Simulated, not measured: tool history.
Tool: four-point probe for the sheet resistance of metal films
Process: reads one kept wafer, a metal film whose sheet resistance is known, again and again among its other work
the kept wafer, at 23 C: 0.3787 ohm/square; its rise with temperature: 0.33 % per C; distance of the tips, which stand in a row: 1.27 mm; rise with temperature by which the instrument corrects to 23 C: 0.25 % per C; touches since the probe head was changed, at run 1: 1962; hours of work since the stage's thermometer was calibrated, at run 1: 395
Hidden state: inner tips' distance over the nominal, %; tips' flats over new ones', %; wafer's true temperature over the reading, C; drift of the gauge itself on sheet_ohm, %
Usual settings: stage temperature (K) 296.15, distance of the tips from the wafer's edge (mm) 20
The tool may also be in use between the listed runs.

run    hour  stage temperature (K)  distance of the tips from the wafer's edge (mm)  touches since the probe head was changed  hours of work since the stage's thermometer was calibrated  sheet resistance as the instrument gives it (ohm/square)
  1       0                 296.15                                               20                                      1962                                                         395                                                  0.379864
  2    50.8                 296.15                                               20                                      3831                                                         417                                                  0.379644
  3   128.8                 296.15                                               20                                      6708                                                         449                                                  0.379545
  4   169.3                 296.15                                               20                                      8201                                                         466                                                  0.379504
  5   223.3                 296.15                                                9                                     10191                                                         489                                                  0.382361
  6   303.1                 296.15                                                9                                     13129                                                         523                                                  0.382482
  7   358.7                 296.15                                               20                                     15177                                                         546                                                   0.37909
  8   400.9                 296.15                                               59                                     16733                                                         564                                                  0.378373
  9   469.8                 296.15                                               59                                     19269                                                         593                                                  0.378162
 10     531                 296.15                                               59                                     21527                                                         618                                                  0.378149
 11   564.3                 299.15                                               59                                     22753                                                         632                                                  0.378714
 12   624.3                 304.15                                               27                                     24964                                                         658                                                  0.380787
 13     660                 298.15                                               23                                     26279                                                         673                                                  0.378984
 14   735.5                 299.15                                                6                                     29060                                                         704                                                  0.387413
 15   810.9                 307.15                                               20                                     31839                                                         736                                                  0.381466
 16   867.1                 292.15                                               26                                     33909                                                         759                                                  0.376466
 17   935.4                 292.15                                               26                                     36425                                                         788                                                  0.376431
 18   993.9                 300.15                                               17                                     38581                                                         813                                                  0.379457
 19  1074.7                 300.15                                               12                                     41558                                                         847                                                  0.380348

Measured less the same run without the tool's hidden state. The same run-to-run variation is in both; the gauge's scatter may not be:
run  sheet resistance as the instrument gives it (ohm/square)
  1                                                 +0.000288
  2                                                 +0.000195
  3                                                  +0.00004
  4                                                 -0.000048
  5                                                 -0.000153
  6                                                 -0.000304
  7                                                 -0.000413
  8                                                 -0.000489
  9                                                 -0.000622
 10                                                  -0.00074
 11                                                 -0.000809
 12                                                 -0.000916
 13                                                 -0.000981
 14                                                 -0.001143
 15                                                  -0.00127
 16                                                 -0.001371
 17                                                 -0.001505
 18                                                 -0.001632
 19                                                  -0.00179

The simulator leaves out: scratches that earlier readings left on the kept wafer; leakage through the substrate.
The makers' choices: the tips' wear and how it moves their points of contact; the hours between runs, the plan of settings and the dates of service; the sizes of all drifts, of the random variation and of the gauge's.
